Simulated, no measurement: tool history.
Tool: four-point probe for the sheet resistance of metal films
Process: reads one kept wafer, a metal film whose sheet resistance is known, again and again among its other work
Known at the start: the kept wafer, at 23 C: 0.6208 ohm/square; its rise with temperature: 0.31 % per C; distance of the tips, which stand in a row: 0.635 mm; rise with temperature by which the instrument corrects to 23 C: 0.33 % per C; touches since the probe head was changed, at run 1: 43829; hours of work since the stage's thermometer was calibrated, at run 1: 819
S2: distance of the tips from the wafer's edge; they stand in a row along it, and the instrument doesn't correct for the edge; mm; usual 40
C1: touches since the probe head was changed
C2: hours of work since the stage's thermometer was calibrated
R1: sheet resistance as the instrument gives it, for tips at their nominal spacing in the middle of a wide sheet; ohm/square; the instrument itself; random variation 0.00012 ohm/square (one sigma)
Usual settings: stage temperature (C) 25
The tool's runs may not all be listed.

Run 1, day 0: usual settings; C1 43829; C2 819. Result: R1 0.620773 ohm/square.
Run 2, day 1.075: usual settings; C1 44807; C2 831. Result: R1 0.620535 ohm/square.
Run 3, day 2.117: usual settings; C1 45757; C2 843. Result: R1 0.620508 ohm/square.
Run 4, day 2.896: usual settings; C1 46469; C2 851. Result: R1 0.620653 ohm/square.
Run 5, day 3.388: usual settings; C1 46914; C2 857. Result: R1 0.621059 ohm/square.
Run 6, day 4.146: usual settings; C1 47608; C2 865. Result: R1 0.620694 ohm/square.
Run 7, day 5.242: usual settings; C1 48604; C2 877. Result: R1 0.620625 ohm/square.
Run 8, day 6.154: usual settings but stage temperature (C) 35; C1 49437; C2 888. Result: R1 0.619074 ohm/square.
Run 9, day 7.3: usual settings but stage temperature (C) 35; C1 50482; C2 900. Result: R1 0.619123 ohm/square.
Run 10, day 8.183: usual settings but stage temperature (C) 34, S2 5 mm; C1 51286; C2 910. Result: R1 0.624446 ohm/square.
Run 11, day 9.35: usual settings but stage temperature (C) 26, S2 5 mm; C1 52347; C2 923. Result: R1 0.62581 ohm/square.
Run 12, day 10.067: usual settings but stage temperature (C) 24, S2 29 mm; C1 53002; C2 931. Result: R1 0.621019 ohm/square.
Run 13, day 10.642: usual settings but stage temperature (C) 24, S2 29 mm; C1 53526; C2 938. Result: R1 0.620666 ohm/square.
Run 14, day 11.292: usual settings but stage temperature (C) 18, S2 16 mm; C1 54119; C2 945. Result: R1 0.622053 ohm/square.
Run 15, day 12.467: usual settings but stage temperature (C) 18, S2 16 mm; C1 55190; C2 958. Result: R1 0.622037 ohm/square.
Run 16, day 13.225: usual settings but stage temperature (C) 18, S2 16 mm; C1 55879; C2 967. Result: R1 0.6219 ohm/square.
Run 17, day 14.004: usual settings but stage temperature (C) 18, S2 16 mm; C1 56588; C2 975. Result: R1 0.621762 ohm/square.

3 ways to go on from here, each from the tool as it stands after run 17. What would each give?
Run A, day 14.858: usual settings but stage temperature (C) 21, S2 67 mm; C1 57368; C2 985. Result: R1 ?.
Run B, day 14.858: usual settings but stage temperature (C) 30, S2 42 mm; C1 57368; C2 985. Result: R1 ?.
Run C, day 14.858: usual settings but stage temperature (C) 19, S2 43 mm; C1 57368; C2 985. Result: R1 ?.

run        R1
  A  0.620885
  B  0.619708
  C  0.621283
Without the tool's hidden state the same runs would have given:
run        R1
  A  0.620896
  B  0.619719
  C  0.621294

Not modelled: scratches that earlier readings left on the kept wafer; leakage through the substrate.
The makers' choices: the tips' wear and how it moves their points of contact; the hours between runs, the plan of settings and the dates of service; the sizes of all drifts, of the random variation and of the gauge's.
